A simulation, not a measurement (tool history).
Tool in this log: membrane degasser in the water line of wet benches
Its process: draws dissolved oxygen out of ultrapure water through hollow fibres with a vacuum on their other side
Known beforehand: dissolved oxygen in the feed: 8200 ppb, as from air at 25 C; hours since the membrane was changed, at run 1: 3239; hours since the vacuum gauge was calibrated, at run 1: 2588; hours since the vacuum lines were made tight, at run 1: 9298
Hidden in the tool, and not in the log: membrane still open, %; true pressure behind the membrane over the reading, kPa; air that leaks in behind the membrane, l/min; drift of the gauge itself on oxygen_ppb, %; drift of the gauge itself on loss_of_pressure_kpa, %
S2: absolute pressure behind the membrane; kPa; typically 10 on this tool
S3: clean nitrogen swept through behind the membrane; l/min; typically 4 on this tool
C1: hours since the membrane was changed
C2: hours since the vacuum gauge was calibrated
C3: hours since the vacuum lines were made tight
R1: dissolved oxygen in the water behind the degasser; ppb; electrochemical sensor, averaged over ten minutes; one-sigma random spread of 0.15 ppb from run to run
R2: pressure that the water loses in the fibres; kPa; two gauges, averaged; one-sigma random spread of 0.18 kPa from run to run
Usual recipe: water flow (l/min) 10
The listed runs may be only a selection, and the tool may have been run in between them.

run 1 day=0 | water_flow_(l/min)=10 S2=10 S3=4 | C1=3239 C2=2588 C3=9298 | R1=46.2 R2=52.3
run 2 day=4.912 | water_flow_(l/min)=10 S2=10.6 S3=4 | C1=3357 C2=2706 C3=9416 | R1=50 R2=51.99
run 3 day=15.288 | water_flow_(l/min)=10 S2=10.6 S3=4 | C1=3606 C2=2955 C3=9665 | R1=50.2 R2=52.25
run 4 day=26.096 | water_flow_(l/min)=10 S2=10 S3=4 | C1=3865 C2=3214 C3=9924 | R1=46.5 R2=51.89
run 5 day=34.862 | water_flow_(l/min)=10 S2=10 S3=4 | C1=4076 C2=3425 C3=10135 | R1=46.3 R2=51.91
-- day=42.6 seals of the vacuum lines changed
run 6 day=42.6 | water_flow_(l/min)=10 S2=9.3 S3=4 | C1=4260 C2=3609 C3=0 | R1=40.7 R2=52.21
run 7 day=49.862 | water_flow_(l/min)=10 S2=9.3 S3=1.9 | C1=4434 C2=3783 C3=174 | R1=80.9 R2=52.31
run 8 day=56.862 | water_flow_(l/min)=10 S2=9.3 S3=1.9 | C1=4602 C2=3951 C3=342 | R1=80.8 R2=52.6
-- day=58.329 vacuum gauge calibrated
run 9 day=65.733 | water_flow_(l/min)=10 S2=10 S3=2.22 | C1=4814 C2=178 C3=555 | R1=77.7 R2=52.41
run 10 day=73.433 | water_flow_(l/min)=10 S2=6.2 S3=6.53 | C1=4999 C2=362 C3=739 | R1=14.1 R2=52.54
run 11 day=80.183 | water_flow_(l/min)=9 S2=24.1 S3=9.47 | C1=5161 C2=525 C3=902 | R1=52 R2=47.36
run 12 day=87.162 | water_flow_(l/min)=7 S2=10 S3=4 | C1=5329 C2=692 C3=1069 | R1=30.8 R2=36.7
run 13 day=97.271 | water_flow_(l/min)=7 S2=10 S3=4 | C1=5571 C2=935 C3=1312 | R1=30.8 R2=36.99
run 14 day=105.467 | water_flow_(l/min)=14 S2=11.4 S3=4 | C1=5768 C2=1131 C3=1508 | R1=79.4 R2=73.92
run 15 day=113.904 | water_flow_(l/min)=14 S2=11.4 S3=4 | C1=5970 C2=1334 C3=1711 | R1=78.5 R2=73.51
run 16 day=121.442 | water_flow_(l/min)=14 S2=19.2 S3=4 | C1=6151 C2=1515 C3=1892 | R1=144.3 R2=73.92
run 17 day=128.904 | water_flow_(l/min)=14 S2=17.4 S3=2.36 | C1=6330 C2=1694 C3=2071 | R1=209.9 R2=73.57

5 ways to go on from here, each from the tool as it stands after run 17. What would each give?
run A day=138.979 | water_flow_(l/min)=8 S2=16 S3=3.66 | C1=6572 C2=1936 C3=2313 | R1=? R2=?
run B day=138.979 | water_flow_(l/min)=14 S2=17.4 S3=3.18 | C1=6572 C2=1936 C3=2313 | R1=? R2=?
run C day=138.979 | water_flow_(l/min)=10 S2=18.8 S3=2.21 | C1=6572 C2=1936 C3=2313 | R1=? R2=?
run D day=138.979 | water_flow_(l/min)=12 S2=9.1 S3=4 | C1=6572 C2=1936 C3=2313 | R1=? R2=?
run E day=138.979 | water_flow_(l/min)=14 S2=12.3 S3=9.28 | C1=6572 C2=1936 C3=2313 | R1=? R2=?

run=A R1=71.4 R2=42.47
run=B R1=159.3 R2=74.07
run=C R1=174.7 R2=52.41
run=D R1=49.6 R2=63.77
run=E R1=42.6 R2=73.93
The same runs, with their run-to-run variation unchanged, on a tool lacking any hidden condition would have given:
run=A R1=69.9 R2=41.19
run=B R1=156.2 R2=71.82
run=C R1=171.8 R2=50.82
run=D R1=47.9 R2=61.84
run=E R1=40.6 R2=71.68
